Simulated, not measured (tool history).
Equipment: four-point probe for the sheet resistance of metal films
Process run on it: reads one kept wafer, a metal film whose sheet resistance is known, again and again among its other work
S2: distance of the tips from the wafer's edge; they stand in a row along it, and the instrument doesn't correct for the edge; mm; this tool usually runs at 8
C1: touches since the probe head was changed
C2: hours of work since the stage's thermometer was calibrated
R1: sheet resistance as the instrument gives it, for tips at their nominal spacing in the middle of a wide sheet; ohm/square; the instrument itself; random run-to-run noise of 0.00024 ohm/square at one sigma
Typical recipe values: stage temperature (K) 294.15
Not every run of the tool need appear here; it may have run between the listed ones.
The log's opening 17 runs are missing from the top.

run 18 hour=944.3 | stage_temperature_(K)=294.15 S2=30 | C1=58996 C2=293 | R1=1.170682
run 19 hour=979.8 | stage_temperature_(K)=294.15 S2=30 | C1=60665 C2=318 | R1=1.170691
run 20 hour=1039.0 | stage_temperature_(K)=294.15 S2=30 | C1=63442 C2=359 | R1=1.170036
run 21 hour=1071.0 | stage_temperature_(K)=294.15 S2=8 | C1=64944 C2=381 | R1=1.179284
run 22 hour=1130.8 | stage_temperature_(K)=302.15 S2=8 | C1=67754 C2=423 | R1=1.176075
-- hour=1146.5 new probe head fitted
run 23 hour=1166.9 | stage_temperature_(K)=302.15 S2=8 | C1=961 C2=448 | R1=1.183091
run 24 hour=1239.1 | stage_temperature_(K)=302.15 S2=8 | C1=4351 C2=498 | R1=1.182670
run 25 hour=1268.8 | stage_temperature_(K)=293.15 S2=20 | C1=5745 C2=519 | R1=1.177450
run 26 hour=1308.3 | stage_temperature_(K)=293.15 S2=20 | C1=7597 C2=547 | R1=1.177694
run 27 hour=1347.0 | stage_temperature_(K)=293.15 S2=20 | C1=9415 C2=574 | R1=1.177329
run 28 hour=1403.9 | stage_temperature_(K)=293.15 S2=20 | C1=12090 C2=613 | R1=1.176993
run 29 hour=1461.5 | stage_temperature_(K)=294.15 S2=29 | C1=14795 C2=654 | R1=1.175702
run 30 hour=1515.0 | stage_temperature_(K)=294.15 S2=75 | C1=17306 C2=691 | R1=1.174641
run 31 hour=1550.8 | stage_temperature_(K)=294.15 S2=75 | C1=18988 C2=716 | R1=1.174184
run 32 hour=1617.2 | stage_temperature_(K)=293.15 S2=42 | C1=22105 C2=762 | R1=1.174182
run 33 hour=1683.1 | stage_temperature_(K)=294.15 S2=6 | C1=25201 C2=808 | R1=1.191131
run 34 hour=1735.7 | stage_temperature_(K)=294.15 S2=29 | C1=27668 C2=845 | R1=1.174038
run 35 hour=1769.3 | stage_temperature_(K)=294.15 S2=29 | C1=29248 C2=869 | R1=1.173739
run 36 hour=1815.1 | stage_temperature_(K)=293.15 S2=6 | C1=31399 C2=901 | R1=1.190593
run 37 hour=1857.4 | stage_temperature_(K)=300.15 S2=22 | C1=33384 C2=930 | R1=1.172186
run 38 hour=1901.8 | stage_temperature_(K)=294.15 S2=68 | C1=35469 C2=961 | R1=1.172333
run 39 hour=1972.9 | stage_temperature_(K)=294.15 S2=5 | C1=38808 C2=1011 | R1=1.197012

For run 40, what comes out?
run 40 hour=2020.4 | stage_temperature_(K)=304.15 S2=60 | C1=41038 C2=1044 | R1=?

{"run 40": {"R1": 1.168997}}
The same run, on a tool lacking any hidden state, would have yielded R1 1.176866 ohm/square.
